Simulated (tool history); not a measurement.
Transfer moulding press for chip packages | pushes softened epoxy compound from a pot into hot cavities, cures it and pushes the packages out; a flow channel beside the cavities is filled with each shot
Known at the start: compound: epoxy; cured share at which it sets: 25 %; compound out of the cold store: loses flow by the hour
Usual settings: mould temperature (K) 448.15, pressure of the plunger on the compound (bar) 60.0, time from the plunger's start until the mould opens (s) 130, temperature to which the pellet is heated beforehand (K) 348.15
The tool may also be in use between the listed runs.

run     day  mould temperature (K)  pressure of the plunger on the compound (bar)  time from the plunger's start until the mould opens (s)  temperature to which the pellet is heated beforehand (K)  incoming compound's hours out of the cold store  length that the compound runs in the flow channel (mm)  greatest force on the pins that push the packages out (N)
  1   0.000                 448.15                                           60.0                                                      130                                                    348.15                                             36.7                                                     669                                                        475
  2   0.750                 448.15                                           45.1                                                      130                                                    348.15                                             28.0                                                     612                                                        523
  3   1.371                 448.15                                           45.1                                                      130                                                    348.15                                             37.1                                                     573                                                        532
      2.454  -- cavities cleaned with cleaning compound and waxed
  4   2.775                 448.15                                           45.1                                                      130                                                    348.15                                             22.7                                                     639                                                        319
  5   3.992                 448.15                                           45.1                                                      126                                                    348.15                                             20.0                                                     645                                                        432
  6   5.088                 448.15                                           54.5                                                      130                                                    348.15                                             40.7                                                     613                                                        471
  7   6.321                 448.15                                           60.0                                                      130                                                    348.15                                             46.3                                                     610                                                        541
  8   7.050                 448.15                                           60.0                                                      130                                                    348.15                                             13.1                                                     774                                                        533
      7.567  -- cavities cleaned with cleaning compound and waxed
  9   7.771                 448.15                                           60.0                                                      130                                                    348.15                                             17.9                                                     744                                                        299
 10   9.112                 448.15                                           60.0                                                      130                                                    348.15                                             41.7                                                     623                                                        415
 11  10.075                 448.15                                           60.0                                                      130                                                    348.15                                             35.1                                                     651                                                        484
 12  10.979                 448.15                                           60.0                                                      130                                                    348.15                                             40.1                                                     618                                                        526
 13  11.900                 448.15                                           60.0                                                      130                                                    340.15                                             32.3                                                     659                                                        554
     12.058  -- mould's thermocouples calibrated
     12.758  -- cavities cleaned with cleaning compound and waxed
 14  13.296                 444.15                                           60.0                                                      130                                                    340.15                                             39.7                                                     628                                                        367

Forecast run 15:
 15  14.300                 444.15                                           60.0                                                      130                                                    340.15                                              9.2                                                       ?                                                          ?

{"run 15": {"length that the compound runs in the flow channel (mm)": 787, "greatest force on the pins that push the packages out (N)": 457}}
Without the tool's hidden state the same run would have given length that the compound runs in the flow channel (mm) 865, greatest force on the pins that push the packages out (N) 327.
